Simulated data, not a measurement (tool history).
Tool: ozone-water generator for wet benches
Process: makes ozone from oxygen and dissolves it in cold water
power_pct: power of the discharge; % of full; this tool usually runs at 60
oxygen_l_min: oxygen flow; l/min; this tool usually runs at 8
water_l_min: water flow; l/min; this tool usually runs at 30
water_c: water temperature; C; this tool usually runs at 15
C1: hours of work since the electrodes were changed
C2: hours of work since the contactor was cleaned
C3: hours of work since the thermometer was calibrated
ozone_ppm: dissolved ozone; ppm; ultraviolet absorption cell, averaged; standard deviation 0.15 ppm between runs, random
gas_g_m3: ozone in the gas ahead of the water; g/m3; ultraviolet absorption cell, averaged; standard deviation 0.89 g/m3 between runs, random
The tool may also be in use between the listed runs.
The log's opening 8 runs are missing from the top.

Run 9, day 22.483: usual settings but oxygen_l_min 13.05 l/min; C1 5029; C2 7187; C3 2257. Result: ozone_ppm 20.9 ppm, gas_g_m3 126.5 g/m3.
Run 10, day 24.829: usual settings; C1 5082; C2 7241; C3 2311. Result: ozone_ppm 19.1 ppm, gas_g_m3 149 g/m3.
Run 11, day 28.4: usual settings but water_c 9 C; C1 5163; C2 7321; C3 2392. Result: ozone_ppm 20.9 ppm, gas_g_m3 146.9 g/m3.
Run 12, day 32.125: usual settings but water_l_min 43 l/min; C1 5248; C2 7406; C3 2476. Result: ozone_ppm 13.9 ppm, gas_g_m3 149.5 g/m3.
Run 13, day 36.35: usual settings but water_l_min 43 l/min; C1 5343; C2 7501; C3 2572. Result: ozone_ppm 13.8 ppm, gas_g_m3 145.5 g/m3.
Run 14, day 38.675: usual settings; C1 5396; C2 7554; C3 2624. Result: ozone_ppm 19.3 ppm, gas_g_m3 148.4 g/m3.
Run 15, day 43.279: usual settings; C1 5500; C2 7658; C3 2728. Result: ozone_ppm 19.2 ppm, gas_g_m3 146.5 g/m3.
Run 16, day 46.004: usual settings but power_pct 49 % of full; C1 5562; C2 7720; C3 2790. Result: ozone_ppm 16.9 ppm, gas_g_m3 127.1 g/m3.
Run 17, day 50.233: usual settings but power_pct 69 % of full, oxygen_l_min 10.16 l/min, water_c 22 C; C1 5658; C2 7816; C3 2886. Result: ozone_ppm 20.1 ppm, gas_g_m3 150.9 g/m3.
Run 18, day 54.388: usual settings but power_pct 69 % of full, oxygen_l_min 10.16 l/min, water_c 22 C; C1 5752; C2 7910; C3 2980. Result: ozone_ppm 19.5 ppm, gas_g_m3 150.1 g/m3.
Run 19, day 58.321: usual settings but power_pct 69 % of full, oxygen_l_min 10.16 l/min, water_c 22 C; C1 5841; C2 7999; C3 3069. Result: ozone_ppm 19.7 ppm, gas_g_m3 149.6 g/m3.
Run 20, day 62.483: usual settings but water_l_min 43 l/min; C1 5935; C2 8093; C3 3163. Result: ozone_ppm 13.6 ppm, gas_g_m3 147.5 g/m3.
Run 21, day 67.246: usual settings but power_pct 97 % of full, water_c 9 C; C1 6043; C2 8201; C3 3271. Result: ozone_ppm 29.3 ppm, gas_g_m3 208.2 g/m3.
At day 69.217: contactor cleaned.
Run 22, day 71.946: usual settings but power_pct 63 % of full, oxygen_l_min 14.29 l/min, water_l_min 18 l/min; C1 6145; C2 62; C3 3374. Result: ozone_ppm 29.3 ppm, gas_g_m3 127.5 g/m3.
Run 23, day 75.7: usual settings but power_pct 63 % of full, oxygen_l_min 14.29 l/min, water_l_min 18 l/min; C1 6230; C2 147; C3 3459. Result: ozone_ppm 29.2 ppm, gas_g_m3 127.1 g/m3.
Run 24, day 80.075: usual settings but power_pct 78 % of full, water_l_min 27 l/min; C1 6330; C2 246; C3 3558. Result: ozone_ppm 25.1 ppm, gas_g_m3 176.8 g/m3.
Run 25, day 82.404: usual settings but power_pct 73 % of full, water_l_min 27 l/min; C1 6382; C2 299; C3 3611. Result: ozone_ppm 23.8 ppm, gas_g_m3 170.5 g/m3.
Run 26, day 85.717: usual settings but power_pct 80 % of full, water_l_min 23 l/min, water_c 8 C; C1 6457; C2 374; C3 3686. Result: ozone_ppm 32.1 ppm, gas_g_m3 181.6 g/m3.
Run 27, day 88.2: usual settings but power_pct 80 % of full, water_l_min 23 l/min, water_c 8 C; C1 6514; C2 430; C3 3742. Result: ozone_ppm 32.3 ppm, gas_g_m3 182.8 g/m3.
Run 28, day 90.712: usual settings but oxygen_l_min 5.98 l/min, water_c 7 C; C1 6570; C2 487; C3 3799. Result: ozone_ppm 19.1 ppm, gas_g_m3 161.7 g/m3.
Run 29, day 94.862: usual settings but power_pct 54 % of full, oxygen_l_min 8.07 l/min, water_l_min 46 l/min; C1 6664; C2 581; C3 3893. Result: ozone_ppm 12 ppm, gas_g_m3 136.5 g/m3.
Run 30, day 97.688: usual settings but power_pct 93 % of full, oxygen_l_min 6.96 l/min, water_l_min 20 l/min; C1 6728; C2 645; C3 3957. Result: ozone_ppm 34.4 ppm, gas_g_m3 210.3 g/m3.
Run 31, day 101.179: usual settings but power_pct 93 % of full, oxygen_l_min 6.96 l/min, water_l_min 21 l/min, water_c 17 C; C1 6807; C2 724; C3 4036. Result: ozone_ppm 32.1 ppm, gas_g_m3 213.3 g/m3.
Run 32, day 104.838: usual settings but power_pct 93 % of full, oxygen_l_min 6.96 l/min, water_l_min 21 l/min, water_c 17 C; C1 6890; C2 807; C3 4119. Result: ozone_ppm 32.1 ppm, gas_g_m3 211.1 g/m3.

Below are 4 alternative next runs, each starting from the tool's condition after run 32. Predict each:
Run A, day 107.783: usual settings but power_pct 93 % of full, oxygen_l_min 6.77 l/min, water_l_min 45 l/min, water_c 22 C; C1 6957; C2 873; C3 4185. Result: ozone_ppm ?, gas_g_m3 ?.
Run B, day 107.783: usual settings but oxygen_l_min 6.53 l/min, water_l_min 26 l/min, water_c 16 C; C1 6957; C2 873; C3 4185. Result: ozone_ppm ?, gas_g_m3 ?.
Run C, day 107.783: usual settings but power_pct 42 % of full, oxygen_l_min 6.96 l/min, water_l_min 21 l/min, water_c 8 C; C1 6957; C2 873; C3 4185. Result: ozone_ppm ?, gas_g_m3 ?.
Run D, day 107.783: usual settings but power_pct 77 % of full; C1 6957; C2 873; C3 4185. Result: ozone_ppm ?, gas_g_m3 ?.

run  ozone_ppm  gas_g_m3
  A       15.8     212.9
  B       20.4     156.4
  C         21     119.5
  D       22.8     174.5
What these runs would have given with no unlogged condition in the tool:
run  ozone_ppm  gas_g_m3
  A       15.9     213.3
  B       20.5     156.7
  C         21     119.6
  D       22.9     174.8
